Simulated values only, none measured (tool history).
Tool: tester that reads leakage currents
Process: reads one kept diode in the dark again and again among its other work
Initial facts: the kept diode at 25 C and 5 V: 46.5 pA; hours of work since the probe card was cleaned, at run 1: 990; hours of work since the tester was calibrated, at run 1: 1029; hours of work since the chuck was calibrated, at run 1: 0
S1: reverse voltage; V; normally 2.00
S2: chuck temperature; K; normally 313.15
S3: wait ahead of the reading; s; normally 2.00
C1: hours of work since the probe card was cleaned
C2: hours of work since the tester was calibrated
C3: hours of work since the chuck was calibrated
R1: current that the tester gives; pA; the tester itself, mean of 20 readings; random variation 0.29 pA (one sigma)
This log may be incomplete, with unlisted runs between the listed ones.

Run 1, hour 0.0: usual settings; C1 990; C2 1029; C3 0. Result: R1 97.96 pA.
Run 2, hour 93.6: usual settings; C1 1028; C2 1066; C3 38. Result: R1 98.51 pA.
Run 3, hour 152.5: usual settings but S1 2.18 V; C1 1052; C2 1090; C3 61. Result: R1 102.65 pA.
Run 4, hour 200.3: usual settings but S3 0.42 s; C1 1071; C2 1109; C3 80. Result: R1 99.35 pA.
Run 5, hour 262.9: usual settings but S1 4.77 V, S3 0.42 s; C1 1096; C2 1134; C3 105. Result: R1 143.79 pA.
Run 6, hour 321.3: usual settings but S1 4.77 V, S3 0.42 s; C1 1119; C2 1157; C3 129. Result: R1 144.13 pA.
Run 7, hour 380.2: usual settings but S1 4.77 V, S3 0.42 s; C1 1143; C2 1181; C3 152. Result: R1 144.64 pA.
Run 8, hour 441.6: usual settings but S1 4.77 V, S3 0.42 s; C1 1167; C2 1206; C3 177. Result: R1 144.85 pA.
Run 9, hour 497.1: usual settings but S1 4.77 V, S3 0.42 s; C1 1190; C2 1228; C3 199. Result: R1 146.88 pA.
Run 10, hour 585.8: usual settings but S1 3.03 V; C1 1225; C2 1263; C3 235. Result: R1 120.67 pA.
Run 11, hour 628.9: usual settings but S1 3.03 V; C1 1243; C2 1281; C3 252. Result: R1 120.48 pA.
Run 12, hour 715.3: usual settings but S1 3.03 V; C1 1277; C2 1315; C3 287. Result: R1 121.70 pA.
Run 13, hour 792.6: usual settings but S1 7.85 V; C1 1308; C2 1346; C3 318. Result: R1 185.54 pA.
At hour 862.7: probe card cleaned and baked.
Run 14, hour 892.2: usual settings but S1 7.85 V; C1 12; C2 1385; C3 357. Result: R1 166.72 pA.
Run 15, hour 982.9: usual settings but S3 0.78 s; C1 48; C2 1421; C3 393. Result: R1 99.19 pA.
Run 16, hour 1034.5: usual settings; C1 69; C2 1442; C3 414. Result: R1 99.36 pA.
Run 17, hour 1111.2: usual settings but S1 8.43 V; C1 100; C2 1473; C3 444. Result: R1 174.58 pA.
Run 18, hour 1192.5: usual settings but S1 8.43 V; C1 132; C2 1506; C3 477. Result: R1 174.49 pA.
Run 19, hour 1282.0: usual settings but S1 8.43 V; C1 168; C2 1541; C3 513. Result: R1 176.45 pA.
Run 20, hour 1363.3: usual settings but S1 8.43 V; C1 201; C2 1574; C3 546. Result: R1 176.42 pA.
Run 21, hour 1441.6: usual settings but S1 8.43 V; C1 232; C2 1605; C3 577. Result: R1 179.21 pA.
At hour 1474.6: chuck's temperature calibrated.
Run 22, hour 1518.6: usual settings but S1 7.58 V, S2 315.15 K; C1 262; C2 1636; C3 18. Result: R1 187.42 pA.
Run 23, hour 1583.9: usual settings but S2 298.15 K, S3 0.80 s; C1 288; C2 1662; C3 44. Result: R1 35.19 pA.
Run 24, hour 1628.8: usual settings but S1 3.13 V, S2 316.15 K, S3 6.26 s; C1 306; C2 1680; C3 62. Result: R1 141.36 pA.
Run 25, hour 1689.2: usual settings but S1 3.13 V, S2 316.15 K, S3 6.26 s; C1 331; C2 1704; C3 86. Result: R1 142.97 pA.
Run 26, hour 1753.0: usual settings but S1 3.13 V, S2 316.15 K, S3 6.26 s; C1 356; C2 1730; C3 112. Result: R1 143.40 pA.
Run 27, hour 1846.0: usual settings but S1 3.13 V, S2 298.15 K, S3 4.61 s; C1 394; C2 1767; C3 149. Result: R1 43.33 pA.
Run 28, hour 1886.8: usual settings but S1 4.13 V, S3 5.77 s; C1 410; C2 1783; C3 165. Result: R1 132.90 pA.
Run 29, hour 1984.2: usual settings but S1 4.13 V, S3 5.77 s; C1 449; C2 1822; C3 204. Result: R1 133.01 pA.

What does the tool deliver on the next run?
Run 30, hour 2071.1: usual settings but S1 1.72 V, S2 311.15 K, S3 0.32 s; C1 484; C2 1857; C3 239. Result: R1 ?.

{"run 30": {"R1": 83.2}}
On a tool with no hidden condition, and with the same random variation, this run would have come out at R1 77.28 pA.
